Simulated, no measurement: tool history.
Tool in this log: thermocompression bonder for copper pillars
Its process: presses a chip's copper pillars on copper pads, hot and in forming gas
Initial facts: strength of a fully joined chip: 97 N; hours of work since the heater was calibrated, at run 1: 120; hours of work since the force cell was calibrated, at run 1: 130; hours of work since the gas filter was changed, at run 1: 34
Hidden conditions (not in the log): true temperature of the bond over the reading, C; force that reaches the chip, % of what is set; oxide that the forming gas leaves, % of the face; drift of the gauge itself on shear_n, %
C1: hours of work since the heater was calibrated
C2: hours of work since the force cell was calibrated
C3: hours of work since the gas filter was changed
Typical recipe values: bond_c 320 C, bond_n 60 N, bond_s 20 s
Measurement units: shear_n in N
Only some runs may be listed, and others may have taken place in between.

{"run": 1, "hour": 0.0, "bond_c": 320, "bond_n": 60, "bond_s": 20, "C1": 120, "C2": 130, "C3": 34, "shear_n": 47}
{"run": 2, "hour": 26.9, "bond_c": 320, "bond_n": 60, "bond_s": 13, "C1": 132, "C2": 142, "C3": 47, "shear_n": 40.3}
{"run": 3, "hour": 62.1, "bond_c": 320, "bond_n": 60, "bond_s": 13, "C1": 149, "C2": 158, "C3": 63, "shear_n": 39.5}
{"run": 4, "hour": 85.6, "bond_c": 320, "bond_n": 60, "bond_s": 20, "C1": 159, "C2": 169, "C3": 73, "shear_n": 47}
{"run": 5, "hour": 125.4, "bond_c": 320, "bond_n": 60, "bond_s": 20, "C1": 177, "C2": 187, "C3": 92, "shear_n": 45.2}
{"run": 6, "hour": 161.2, "bond_c": 320, "bond_n": 60, "bond_s": 20, "C1": 194, "C2": 204, "C3": 108, "shear_n": 46.2}
{"run": 7, "hour": 196.6, "bond_c": 320, "bond_n": 60, "bond_s": 20, "C1": 210, "C2": 220, "C3": 124, "shear_n": 44.7}
{"run": 8, "hour": 215.1, "bond_c": 320, "bond_n": 60, "bond_s": 20, "C1": 218, "C2": 228, "C3": 133, "shear_n": 45.6}
{"run": 9, "hour": 233.8, "bond_c": 320, "bond_n": 39, "bond_s": 20, "C1": 227, "C2": 237, "C3": 141, "shear_n": 33.1}
{"run": 10, "hour": 261.7, "bond_c": 320, "bond_n": 39, "bond_s": 28, "C1": 240, "C2": 249, "C3": 154, "shear_n": 37.5}
{"run": 11, "hour": 294.4, "bond_c": 310, "bond_n": 60, "bond_s": 20, "C1": 254, "C2": 264, "C3": 169, "shear_n": 39.4}
{"run": 12, "hour": 316.5, "bond_c": 343, "bond_n": 60, "bond_s": 20, "C1": 265, "C2": 274, "C3": 179, "shear_n": 52.1}
{"hour": 336.0, "done": "forming gas filter changed"}
{"run": 13, "hour": 336.0, "bond_c": 350, "bond_n": 41, "bond_s": 23, "C1": 273, "C2": 283, "C3": 0, "shear_n": 51.4}
{"run": 14, "hour": 359.0, "bond_c": 319, "bond_n": 45, "bond_s": 55, "C1": 284, "C2": 294, "C3": 11, "shear_n": 55.3}
{"run": 15, "hour": 381.3, "bond_c": 320, "bond_n": 40, "bond_s": 20, "C1": 294, "C2": 304, "C3": 21, "shear_n": 36.3}

Run 16, settings as shown, results not yet in. Your forecast:
{"run": 16, "hour": 402.4, "bond_c": 344, "bond_n": 65, "bond_s": 21, "C1": 304, "C2": 313, "C3": 30, "shear_n": "?"}

Run 16 came out at shear_n 61.5 N.
The same run, on a tool lacking any hidden state, would have yielded shear_n 62.2 N.
